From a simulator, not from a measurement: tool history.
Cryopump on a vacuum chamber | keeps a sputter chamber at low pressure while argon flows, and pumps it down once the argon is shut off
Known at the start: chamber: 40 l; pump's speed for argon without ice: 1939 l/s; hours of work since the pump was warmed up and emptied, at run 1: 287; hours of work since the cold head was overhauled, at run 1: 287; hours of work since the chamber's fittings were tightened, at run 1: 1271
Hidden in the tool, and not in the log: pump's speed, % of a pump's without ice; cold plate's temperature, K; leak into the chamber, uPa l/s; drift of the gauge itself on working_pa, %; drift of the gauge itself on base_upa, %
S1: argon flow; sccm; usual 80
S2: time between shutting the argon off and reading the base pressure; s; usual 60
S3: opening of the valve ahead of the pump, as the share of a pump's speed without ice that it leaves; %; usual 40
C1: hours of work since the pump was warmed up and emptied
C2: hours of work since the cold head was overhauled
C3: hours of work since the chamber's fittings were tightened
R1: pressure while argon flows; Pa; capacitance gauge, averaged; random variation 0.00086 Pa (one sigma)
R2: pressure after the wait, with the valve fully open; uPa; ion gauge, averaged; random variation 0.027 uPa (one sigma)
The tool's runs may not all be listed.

run 1 hour=0 | S1=80 S2=60 S3=40 | C1=287 C2=287 C3=1271 | R1=0.1819 R2=2.18
run 2 hour=12.3 | S1=80 S2=60 S3=40 | C1=294 C2=294 C3=1278 | R1=0.1798 R2=2.26
run 3 hour=23.6 | S1=80 S2=60 S3=40 | C1=301 C2=301 C3=1285 | R1=0.1801 R2=2.21
run 4 hour=38.5 | S1=80 S2=60 S3=40 | C1=310 C2=310 C3=1294 | R1=0.1804 R2=2.26
run 5 hour=45.6 | S1=80 S2=60 S3=40 | C1=315 C2=315 C3=1299 | R1=0.179 R2=2.22
run 6 hour=54.1 | S1=80 S2=60 S3=40 | C1=320 C2=320 C3=1304 | R1=0.18 R2=2.24
run 7 hour=62.9 | S1=80 S2=60 S3=34 | C1=325 C2=325 C3=1309 | R1=0.2107 R2=2.19
run 8 hour=72.7 | S1=80 S2=60 S3=34 | C1=331 C2=331 C3=1315 | R1=0.2125 R2=2.31
run 9 hour=83.2 | S1=80 S2=60 S3=40 | C1=337 C2=337 C3=1322 | R1=0.181 R2=2.32
run 10 hour=94.5 | S1=80 S2=22 S3=40 | C1=344 C2=344 C3=1328 | R1=0.1806 R2=3.99
run 11 hour=101.3 | S1=80 S2=22 S3=40 | C1=349 C2=349 C3=1333 | R1=0.1811 R2=4.07
run 12 hour=107.7 | S1=80 S2=22 S3=40 | C1=352 C2=352 C3=1336 | R1=0.1808 R2=4.07
run 13 hour=114.2 | S1=80 S2=60 S3=31 | C1=356 C2=356 C3=1340 | R1=0.2303 R2=2.28
run 14 hour=126 | S1=80 S2=60 S3=40 | C1=364 C2=364 C3=1348 | R1=0.1809 R2=2.27
run 15 hour=135.8 | S1=80 S2=60 S3=40 | C1=370 C2=370 C3=1354 | R1=0.1798 R2=2.28
run 16 hour=148.8 | S1=80 S2=60 S3=40 | C1=377 C2=377 C3=1361 | R1=0.1816 R2=2.39
run 17 hour=162.4 | S1=80 S2=60 S3=40 | C1=386 C2=386 C3=1370 | R1=0.1808 R2=2.32
run 18 hour=173.7 | S1=80 S2=60 S3=51 | C1=393 C2=393 C3=1377 | R1=0.1449 R2=2.28
run 19 hour=183.2 | S1=80 S2=69 S3=16 | C1=398 C2=398 C3=1382 | R1=0.4422 R2=2.26
run 20 hour=196 | S1=80 S2=69 S3=16 | C1=406 C2=406 C3=1390 | R1=0.4457 R2=2.19
run 21 hour=209.8 | S1=80 S2=69 S3=16 | C1=415 C2=415 C3=1399 | R1=0.4442 R2=2.2
run 22 hour=221.6 | S1=132 S2=118 S3=40 | C1=422 C2=422 C3=1406 | R1=0.3005 R2=1.81
run 23 hour=227.9 | S1=97 S2=123 S3=48 | C1=426 C2=426 C3=1410 | R1=0.1834 R2=1.84
run 24 hour=239.7 | S1=104 S2=54 S3=52 | C1=433 C2=433 C3=1417 | R1=0.1865 R2=2.49
run 25 hour=250.3 | S1=90 S2=33 S3=32 | C1=439 C2=439 C3=1423 | R1=0.2543 R2=3.31
run 26 hour=261.8 | S1=106 S2=290 S3=56 | C1=446 C2=446 C3=1430 | R1=0.1749 R2=1.58
run 27 hour=273.9 | S1=74 S2=49 S3=21 | C1=454 C2=454 C3=1438 | R1=0.3157 R2=2.67
run 28 hour=289.1 | S1=32 S2=49 S3=24 | C1=463 C2=463 C3=1447 | R1=0.1195 R2=2.61
run 29 hour=300.6 | S1=33 S2=49 S3=50 | C1=470 C2=470 C3=1454 | R1=0.0609 R2=2.59
run 30 hour=309.9 | S1=33 S2=49 S3=50 | C1=475 C2=475 C3=1459 | R1=0.0611 R2=2.6
run 31 hour=321.9 | S1=64 S2=173 S3=30 | C1=483 C2=483 C3=1467 | R1=0.1937 R2=1.77

Forecast run 32:
run 32 hour=332 | S1=103 S2=182 S3=36 | C1=489 C2=489 C3=1473 | R1=? R2=?

Run 32 gave R1 0.2628 Pa, R2 1.72 uPa.
Without the tool's hidden state the same run would have given R1 0.2505 Pa, R2 0.47 uPa.
